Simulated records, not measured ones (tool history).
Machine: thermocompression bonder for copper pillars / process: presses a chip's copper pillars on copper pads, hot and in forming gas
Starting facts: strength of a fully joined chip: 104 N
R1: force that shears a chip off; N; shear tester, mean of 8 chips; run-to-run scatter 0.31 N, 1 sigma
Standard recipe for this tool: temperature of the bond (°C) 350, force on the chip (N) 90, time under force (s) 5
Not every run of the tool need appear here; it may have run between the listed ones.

run 1 hour=0.0 | temperature_of_the_bond_(°C)=350 force_on_the_chip_(N)=90 time_under_force_(s)=5 | R1=54.4
run 2 hour=5.8 | temperature_of_the_bond_(°C)=350 force_on_the_chip_(N)=90 time_under_force_(s)=5 | R1=54.0
run 3 hour=12.4 | temperature_of_the_bond_(°C)=350 force_on_the_chip_(N)=90 time_under_force_(s)=5 | R1=54.0
run 4 hour=22.0 | temperature_of_the_bond_(°C)=338 force_on_the_chip_(N)=90 time_under_force_(s)=5 | R1=49.6
run 5 hour=31.7 | temperature_of_the_bond_(°C)=350 force_on_the_chip_(N)=64 time_under_force_(s)=5 | R1=40.8
run 6 hour=40.0 | temperature_of_the_bond_(°C)=350 force_on_the_chip_(N)=64 time_under_force_(s)=5 | R1=40.3
run 7 hour=48.4 | temperature_of_the_bond_(°C)=350 force_on_the_chip_(N)=64 time_under_force_(s)=5 | R1=40.1
run 8 hour=56.7 | temperature_of_the_bond_(°C)=350 force_on_the_chip_(N)=64 time_under_force_(s)=5 | R1=40.1
run 9 hour=62.6 | temperature_of_the_bond_(°C)=350 force_on_the_chip_(N)=59 time_under_force_(s)=5 | R1=37.2
run 10 hour=68.1 | temperature_of_the_bond_(°C)=378 force_on_the_chip_(N)=90 time_under_force_(s)=5 | R1=64.3
run 11 hour=73.3 | temperature_of_the_bond_(°C)=378 force_on_the_chip_(N)=90 time_under_force_(s)=5 | R1=64.2
run 12 hour=82.6 | temperature_of_the_bond_(°C)=378 force_on_the_chip_(N)=90 time_under_force_(s)=5 | R1=64.4
run 13 hour=90.8 | temperature_of_the_bond_(°C)=378 force_on_the_chip_(N)=90 time_under_force_(s)=5 | R1=64.1
run 14 hour=99.6 | temperature_of_the_bond_(°C)=378 force_on_the_chip_(N)=90 time_under_force_(s)=3 | R1=55.1
run 15 hour=106.1 | temperature_of_the_bond_(°C)=378 force_on_the_chip_(N)=90 time_under_force_(s)=3 | R1=54.5
run 16 hour=114.5 | temperature_of_the_bond_(°C)=350 force_on_the_chip_(N)=73 time_under_force_(s)=5 | R1=45.0
run 17 hour=122.4 | temperature_of_the_bond_(°C)=350 force_on_the_chip_(N)=90 time_under_force_(s)=5 | R1=54.0
run 18 hour=127.8 | temperature_of_the_bond_(°C)=350 force_on_the_chip_(N)=90 time_under_force_(s)=5 | R1=53.4
run 19 hour=132.9 | temperature_of_the_bond_(°C)=350 force_on_the_chip_(N)=90 time_under_force_(s)=5 | R1=53.4
run 20 hour=141.5 | temperature_of_the_bond_(°C)=350 force_on_the_chip_(N)=90 time_under_force_(s)=5 | R1=53.2
run 21 hour=150.5 | temperature_of_the_bond_(°C)=350 force_on_the_chip_(N)=90 time_under_force_(s)=5 | R1=53.6
run 22 hour=155.6 | temperature_of_the_bond_(°C)=350 force_on_the_chip_(N)=76 time_under_force_(s)=4 | R1=42.3
run 23 hour=163.2 | temperature_of_the_bond_(°C)=371 force_on_the_chip_(N)=90 time_under_force_(s)=14 | R1=79.8
run 24 hour=167.8 | temperature_of_the_bond_(°C)=350 force_on_the_chip_(N)=72 time_under_force_(s)=3 | R1=35.9
run 25 hour=176.7 | temperature_of_the_bond_(°C)=350 force_on_the_chip_(N)=72 time_under_force_(s)=3 | R1=35.9
run 26 hour=185.3 | temperature_of_the_bond_(°C)=350 force_on_the_chip_(N)=72 time_under_force_(s)=15 | R1=63.9
run 27 hour=194.7 | temperature_of_the_bond_(°C)=347 force_on_the_chip_(N)=85 time_under_force_(s)=11 | R1=64.2
run 28 hour=202.1 | temperature_of_the_bond_(°C)=350 force_on_the_chip_(N)=71 time_under_force_(s)=9 | R1=53.5
run 29 hour=208.1 | temperature_of_the_bond_(°C)=322 force_on_the_chip_(N)=78 time_under_force_(s)=8 | R1=44.3
-- hour=211.1 gauge calibrated
run 30 hour=216.6 | temperature_of_the_bond_(°C)=350 force_on_the_chip_(N)=90 time_under_force_(s)=8 | R1=64.0
run 31 hour=221.0 | temperature_of_the_bond_(°C)=354 force_on_the_chip_(N)=90 time_under_force_(s)=5 | R1=55.5
run 32 hour=229.5 | temperature_of_the_bond_(°C)=336 force_on_the_chip_(N)=83 time_under_force_(s)=5 | R1=45.8
run 33 hour=238.1 | temperature_of_the_bond_(°C)=336 force_on_the_chip_(N)=83 time_under_force_(s)=5 | R1=45.0
run 34 hour=246.1 | temperature_of_the_bond_(°C)=367 force_on_the_chip_(N)=90 time_under_force_(s)=10 | R1=73.8
run 35 hour=251.6 | temperature_of_the_bond_(°C)=367 force_on_the_chip_(N)=90 time_under_force_(s)=10 | R1=73.8
run 36 hour=256.0 | temperature_of_the_bond_(°C)=367 force_on_the_chip_(N)=90 time_under_force_(s)=10 | R1=73.7
run 37 hour=261.7 | temperature_of_the_bond_(°C)=367 force_on_the_chip_(N)=90 time_under_force_(s)=10 | R1=74.0
run 38 hour=271.1 | temperature_of_the_bond_(°C)=367 force_on_the_chip_(N)=90 time_under_force_(s)=10 | R1=74.2
run 39 hour=279.1 | temperature_of_the_bond_(°C)=359 force_on_the_chip_(N)=87 time_under_force_(s)=10 | R1=68.8
run 40 hour=283.5 | temperature_of_the_bond_(°C)=325 force_on_the_chip_(N)=119 time_under_force_(s)=5 | R1=56.1

Predict each of these 4 candidate next runs independently; none follows another, all start after run 40:
run A hour=288.8 | temperature_of_the_bond_(°C)=366 force_on_the_chip_(N)=56 time_under_force_(s)=5 | R1=?
run B hour=288.8 | temperature_of_the_bond_(°C)=366 force_on_the_chip_(N)=119 time_under_force_(s)=3 | R1=?
run C hour=288.8 | temperature_of_the_bond_(°C)=374 force_on_the_chip_(N)=119 time_under_force_(s)=6 | R1=?
run D hour=288.8 | temperature_of_the_bond_(°C)=350 force_on_the_chip_(N)=90 time_under_force_(s)=3 | R1=?

run=A R1=40.2
run=B R1=62.8
run=C R1=78.9
run=D R1=44.7
Stripped of hidden state, with their random variation kept, the same runs would have yielded:
run=A R1=40.7
run=B R1=63.5
run=C R1=79.8
run=D R1=45.2

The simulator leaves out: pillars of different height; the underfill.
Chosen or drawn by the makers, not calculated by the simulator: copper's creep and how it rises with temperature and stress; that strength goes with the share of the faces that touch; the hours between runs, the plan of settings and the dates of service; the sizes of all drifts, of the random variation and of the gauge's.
